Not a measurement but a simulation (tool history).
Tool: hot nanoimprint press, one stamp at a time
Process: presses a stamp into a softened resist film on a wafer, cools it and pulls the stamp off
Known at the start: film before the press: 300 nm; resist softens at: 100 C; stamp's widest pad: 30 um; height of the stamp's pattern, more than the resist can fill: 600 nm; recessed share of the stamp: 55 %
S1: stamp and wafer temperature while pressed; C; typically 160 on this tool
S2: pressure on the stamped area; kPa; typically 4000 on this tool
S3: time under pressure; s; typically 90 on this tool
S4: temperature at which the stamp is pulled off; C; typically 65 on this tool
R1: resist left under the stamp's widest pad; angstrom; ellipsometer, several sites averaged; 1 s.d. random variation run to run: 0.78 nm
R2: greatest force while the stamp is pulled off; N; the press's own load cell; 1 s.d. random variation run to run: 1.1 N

run 1 hour=0.0 | S1=160 S2=4000 S3=90 S4=65 | R1=1474 R2=93
run 2 hour=5.2 | S1=160 S2=4000 S3=90 S4=65 | R1=1482 R2=90
run 3 hour=13.7 | S1=160 S2=4000 S3=58 S4=65 | R1=1728 R2=92
run 4 hour=25.9 | S1=149 S2=4000 S3=90 S4=65 | R1=2103 R2=92
run 5 hour=37.9 | S1=160 S2=4000 S3=77 S4=65 | R1=1569 R2=94
run 6 hour=50.0 | S1=160 S2=4200 S3=77 S4=65 | R1=1541 R2=91
run 7 hour=60.1 | S1=160 S2=4200 S3=77 S4=65 | R1=1532 R2=93
run 8 hour=68.7 | S1=160 S2=4190 S3=90 S4=65 | R1=1474 R2=93
run 9 hour=74.0 | S1=160 S2=4190 S3=90 S4=65 | R1=1471 R2=95
run 10 hour=79.8 | S1=160 S2=4190 S3=90 S4=65 | R1=1461 R2=95
run 11 hour=87.6 | S1=160 S2=4000 S3=63 S4=65 | R1=1686 R2=96
run 12 hour=96.7 | S1=160 S2=4000 S3=63 S4=65 | R1=1689 R2=94
run 13 hour=102.4 | S1=160 S2=3610 S3=90 S4=65 | R1=1564 R2=93
run 14 hour=108.9 | S1=152 S2=4000 S3=90 S4=65 | R1=1927 R2=95
run 15 hour=117.8 | S1=152 S2=4000 S3=90 S4=65 | R1=1941 R2=93
-- hour=121.8 plate thermocouple calibrated
run 16 hour=129.9 | S1=150 S2=2970 S3=54 S4=52 | R1=2462 R2=102

Run 17 is up next; what results do you expect?
run 17 hour=136.1 | S1=150 S2=2970 S3=74 S4=65 | R1=? R2=?

Logged for run 17: R1 2302 angstrom, R2 95 N.
Had the tool carried no hidden state, the very same run would have given R1 2252 angstrom, R2 91 N.
